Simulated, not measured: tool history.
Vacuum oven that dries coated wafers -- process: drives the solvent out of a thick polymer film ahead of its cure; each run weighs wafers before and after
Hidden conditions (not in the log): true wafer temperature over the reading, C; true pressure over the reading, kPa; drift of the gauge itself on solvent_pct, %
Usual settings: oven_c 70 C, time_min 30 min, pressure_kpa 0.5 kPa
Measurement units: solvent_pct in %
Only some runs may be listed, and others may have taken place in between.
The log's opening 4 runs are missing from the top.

run,hour,oven_c,time_min,pressure_kpa,hours of work since the thermocouples were calibrated,hours of work since the vacuum gauge was cleaned of residue,solvent_pct
5,300.6,55,30,0.5,341,1016,5.83
6,374,55,30,0.5,393,1068,5.98
7,463.1,55,30,0.5,457,1132,5.89
8,514.9,70,21,0.5,494,1169,3.68
9,605.9,70,21,0.5,559,1234,3.8
10,661.7,70,21,0.5,599,1274,3.72
11,750.8,70,30,0.5,662,1337,1.95
12,816.6,70,30,0.5,709,1384,1.87
13,912.4,70,43,0.5,777,1452,0.8
14,991.4,70,43,0.5,834,1509,0.78
# hour 1050.5: vacuum gauge cleaned of residue and calibrated
15,1059.6,70,43,0.5,881,6,0.84
16,1127.1,70,43,0.5,930,55,0.85
17,1176.1,70,43,0.5,965,90,0.8
18,1252.6,70,19,0.5,1019,144,4.33
# hour 1335.8: oven's thermocouples calibrated
19,1336.1,62,30,0.5,0,202,3.79
20,1397,62,30,0.5,44,246,3.67
21,1476.8,62,30,0.5,101,303,3.7
22,1555.4,70,19,0.5,157,359,4.36
23,1634.4,70,49,0.5,213,415,0.6
24,1687.6,70,30,0.5,251,453,2.07
25,1743.6,70,30,0.5,291,493,1.9
26,1788.3,70,30,0.429,323,525,1.91
27,1832.8,70,30,1.794,355,557,2.41

Run 28 is up next; what results do you expect?
28,1882.7,70,30,1.794,390,593,?

solvent_pct: 2.42 %
With the hidden condition absent and the run-to-run variation left alone, this run would have shown solvent_pct 2.41 %.

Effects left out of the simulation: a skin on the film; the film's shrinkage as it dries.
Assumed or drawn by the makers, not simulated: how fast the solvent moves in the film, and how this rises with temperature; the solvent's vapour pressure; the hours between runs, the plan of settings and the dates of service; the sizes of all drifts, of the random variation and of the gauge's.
